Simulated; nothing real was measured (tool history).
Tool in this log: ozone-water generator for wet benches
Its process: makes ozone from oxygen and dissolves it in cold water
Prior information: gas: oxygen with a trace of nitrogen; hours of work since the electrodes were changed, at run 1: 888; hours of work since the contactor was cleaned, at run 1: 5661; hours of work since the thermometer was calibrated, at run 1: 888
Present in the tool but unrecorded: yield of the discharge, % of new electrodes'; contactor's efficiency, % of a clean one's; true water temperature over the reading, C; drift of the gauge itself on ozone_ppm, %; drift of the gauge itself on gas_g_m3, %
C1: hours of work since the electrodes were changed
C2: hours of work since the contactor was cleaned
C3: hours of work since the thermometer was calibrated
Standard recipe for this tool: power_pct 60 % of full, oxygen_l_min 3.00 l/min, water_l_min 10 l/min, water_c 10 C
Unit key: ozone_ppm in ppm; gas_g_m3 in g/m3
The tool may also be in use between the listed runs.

Run 1, hour 0.0: usual settings; C1 888; C2 5661; C3 888. Result: ozone_ppm 22.2 ppm, gas_g_m3 171.2 g/m3.
Run 2, hour 104.2: usual settings; C1 968; C2 5740; C3 968. Result: ozone_ppm 22.0 ppm, gas_g_m3 171.3 g/m3.
Run 3, hour 196.6: usual settings but oxygen_l_min 2.67 l/min; C1 1038; C2 5811; C3 1038. Result: ozone_ppm 21.0 ppm, gas_g_m3 176.9 g/m3.
Run 4, hour 369.3: usual settings but oxygen_l_min 2.67 l/min; C1 1170; C2 5943; C3 1170. Result: ozone_ppm 21.2 ppm, gas_g_m3 177.5 g/m3.
Run 5, hour 576.4: usual settings but oxygen_l_min 2.67 l/min; C1 1329; C2 6102; C3 1329. Result: ozone_ppm 21.0 ppm, gas_g_m3 177.1 g/m3.
Run 6, hour 774.1: usual settings but oxygen_l_min 2.67 l/min; C1 1480; C2 6253; C3 1480. Result: ozone_ppm 21.5 ppm, gas_g_m3 176.0 g/m3.
Run 7, hour 948.1: usual settings but oxygen_l_min 2.67 l/min; C1 1613; C2 6386; C3 1613. Result: ozone_ppm 21.3 ppm, gas_g_m3 178.8 g/m3.
Run 8, hour 1042.2: usual settings but power_pct 46 % of full, oxygen_l_min 2.67 l/min; C1 1685; C2 6458; C3 1685. Result: ozone_ppm 17.2 ppm, gas_g_m3 144.4 g/m3.
Run 9, hour 1181.2: usual settings but power_pct 46 % of full, oxygen_l_min 2.67 l/min; C1 1791; C2 6564; C3 1791. Result: ozone_ppm 17.3 ppm, gas_g_m3 146.7 g/m3.
Run 10, hour 1336.7: usual settings but power_pct 46 % of full, oxygen_l_min 2.67 l/min; C1 1910; C2 6683; C3 1910. Result: ozone_ppm 17.6 ppm, gas_g_m3 146.1 g/m3.
Run 11, hour 1509.4: usual settings but water_c 17 C; C1 2042; C2 6815; C3 2042. Result: ozone_ppm 19.6 ppm, gas_g_m3 171.3 g/m3.
Run 12, hour 1619.1: usual settings but water_l_min 7 l/min, water_c 17 C; C1 2126; C2 6899; C3 2126. Result: ozone_ppm 26.1 ppm, gas_g_m3 172.0 g/m3.
Run 13, hour 1785.7: usual settings but oxygen_l_min 1.80 l/min; C1 2254; C2 7026; C3 2254. Result: ozone_ppm 18.4 ppm, gas_g_m3 202.3 g/m3.
Run 14, hour 1912.4: usual settings but oxygen_l_min 1.80 l/min; C1 2351; C2 7123; C3 2351. Result: ozone_ppm 18.4 ppm, gas_g_m3 201.6 g/m3.
Run 15, hour 2022.8: usual settings but water_l_min 8 l/min; C1 2435; C2 7208; C3 2435. Result: ozone_ppm 26.4 ppm, gas_g_m3 171.9 g/m3.
Run 16, hour 2157.4: usual settings; C1 2538; C2 7311; C3 2538. Result: ozone_ppm 21.7 ppm, gas_g_m3 172.8 g/m3.
Run 17, hour 2367.7: usual settings but oxygen_l_min 2.32 l/min; C1 2699; C2 7471; C3 2699. Result: ozone_ppm 20.2 ppm, gas_g_m3 183.0 g/m3.
Run 18, hour 2547.6: usual settings but oxygen_l_min 2.32 l/min; C1 2836; C2 7609; C3 2836. Result: ozone_ppm 20.1 ppm, gas_g_m3 184.8 g/m3.
Run 19, hour 2672.3: usual settings but power_pct 91 % of full, oxygen_l_min 2.45 l/min, water_l_min 11 l/min, water_c 12 C; C1 2932; C2 7704; C3 2932. Result: ozone_ppm 25.0 ppm, gas_g_m3 250.1 g/m3.
Run 20, hour 2777.5: usual settings but power_pct 43 % of full, oxygen_l_min 2.45 l/min, water_l_min 6 l/min, water_c 12 C; C1 3012; C2 7785; C3 3012. Result: ozone_ppm 24.1 ppm, gas_g_m3 142.4 g/m3.
Run 21, hour 2928.6: usual settings but power_pct 45 % of full, oxygen_l_min 4.45 l/min, water_l_min 8 l/min, water_c 8 C; C1 3128; C2 7900; C3 3128. Result: ozone_ppm 23.4 ppm, gas_g_m3 123.0 g/m3.
Run 22, hour 3078.2: usual settings but power_pct 87 % of full, oxygen_l_min 4.51 l/min, water_l_min 7 l/min, water_c 8 C; C1 3242; C2 8015; C3 3242. Result: ozone_ppm 42.3 ppm, gas_g_m3 199.6 g/m3.

The next listed run, before its measurement:
Run 23, hour 3233.1: usual settings but power_pct 87 % of full, oxygen_l_min 2.31 l/min, water_l_min 7 l/min, water_c 6 C; C1 3361; C2 8133; C3 3361. Result: ozone_ppm ?, gas_g_m3 ?.

Run 23 produced ozone_ppm 38.9 ppm, gas_g_m3 244.5 g/m3.
If the tool had no hidden condition, the same run with the same run-to-run variation would have returned ozone_ppm 39.0 ppm, gas_g_m3 244.7 g/m3.
